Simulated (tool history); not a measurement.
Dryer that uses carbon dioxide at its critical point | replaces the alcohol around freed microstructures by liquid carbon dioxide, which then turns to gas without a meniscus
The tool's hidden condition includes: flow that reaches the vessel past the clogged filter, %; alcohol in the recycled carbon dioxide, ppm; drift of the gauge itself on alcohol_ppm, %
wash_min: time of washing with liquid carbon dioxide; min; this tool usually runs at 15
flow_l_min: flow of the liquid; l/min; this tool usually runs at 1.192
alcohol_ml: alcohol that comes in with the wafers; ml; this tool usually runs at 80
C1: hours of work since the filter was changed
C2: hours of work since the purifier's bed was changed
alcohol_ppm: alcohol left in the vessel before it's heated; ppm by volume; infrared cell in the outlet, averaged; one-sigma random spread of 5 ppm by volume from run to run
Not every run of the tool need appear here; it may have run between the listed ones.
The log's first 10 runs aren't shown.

Run 11, hour 273.5: usual settings but alcohol_ml 38 ml; C1 322; C2 245. Result: alcohol_ppm 40 ppm by volume.
Run 12, hour 303.8: usual settings but flow_l_min 1.09 l/min; C1 332; C2 254. Result: alcohol_ppm 80 ppm by volume.
Run 13, hour 331.2: usual settings but flow_l_min 1.66 l/min; C1 340; C2 263. Result: alcohol_ppm 24 ppm by volume.
Run 14, hour 361.2: usual settings but flow_l_min 1.66 l/min; C1 349; C2 272. Result: alcohol_ppm 30 ppm by volume.
Run 15, hour 384.3: usual settings but flow_l_min 1.66 l/min; C1 356; C2 279. Result: alcohol_ppm 35 ppm by volume.
Run 16, hour 401: usual settings but flow_l_min 1.66 l/min; C1 361; C2 284. Result: alcohol_ppm 32 ppm by volume.
Run 17, hour 434.9: usual settings but wash_min 10 min, flow_l_min 1.66 l/min; C1 372; C2 295. Result: alcohol_ppm 82 ppm by volume.
Run 18, hour 470.8: usual settings but wash_min 10 min, flow_l_min 1.66 l/min; C1 383; C2 306. Result: alcohol_ppm 88 ppm by volume.
Run 19, hour 499.8: usual settings but wash_min 10 min, flow_l_min 1.66 l/min; C1 392; C2 314. Result: alcohol_ppm 83 ppm by volume.
At hour 525.8: inlet filter changed.
Run 20, hour 531.2: usual settings but wash_min 23 min, flow_l_min 1.45 l/min; C1 2; C2 324. Result: alcohol_ppm 18 ppm by volume.
Run 21, hour 558.9: usual settings but wash_min 20 min, flow_l_min 1.45 l/min, alcohol_ml 32 ml; C1 10; C2 332. Result: alcohol_ppm 34 ppm by volume.
Run 22, hour 578.4: usual settings but wash_min 21 min, flow_l_min 1.45 l/min, alcohol_ml 31 ml; C1 16; C2 338. Result: alcohol_ppm 25 ppm by volume.
Run 23, hour 594.7: usual settings but wash_min 21 min, flow_l_min 1.45 l/min, alcohol_ml 31 ml; C1 21; C2 343. Result: alcohol_ppm 29 ppm by volume.
Run 24, hour 613.3: usual settings but wash_min 21 min, flow_l_min 1.45 l/min, alcohol_ml 31 ml; C1 27; C2 349. Result: alcohol_ppm 29 ppm by volume.

What will run 25 give?
Run 25, hour 639.8: usual settings but wash_min 21 min, flow_l_min 1.45 l/min, alcohol_ml 31 ml; C1 35; C2 357. Result: alcohol_ppm ?.

Logged for run 25: alcohol_ppm 31 ppm by volume.
Take away the tool's hidden state, keep the run-to-run variation as it was, and the same run would have given alcohol_ppm 4 ppm by volume.

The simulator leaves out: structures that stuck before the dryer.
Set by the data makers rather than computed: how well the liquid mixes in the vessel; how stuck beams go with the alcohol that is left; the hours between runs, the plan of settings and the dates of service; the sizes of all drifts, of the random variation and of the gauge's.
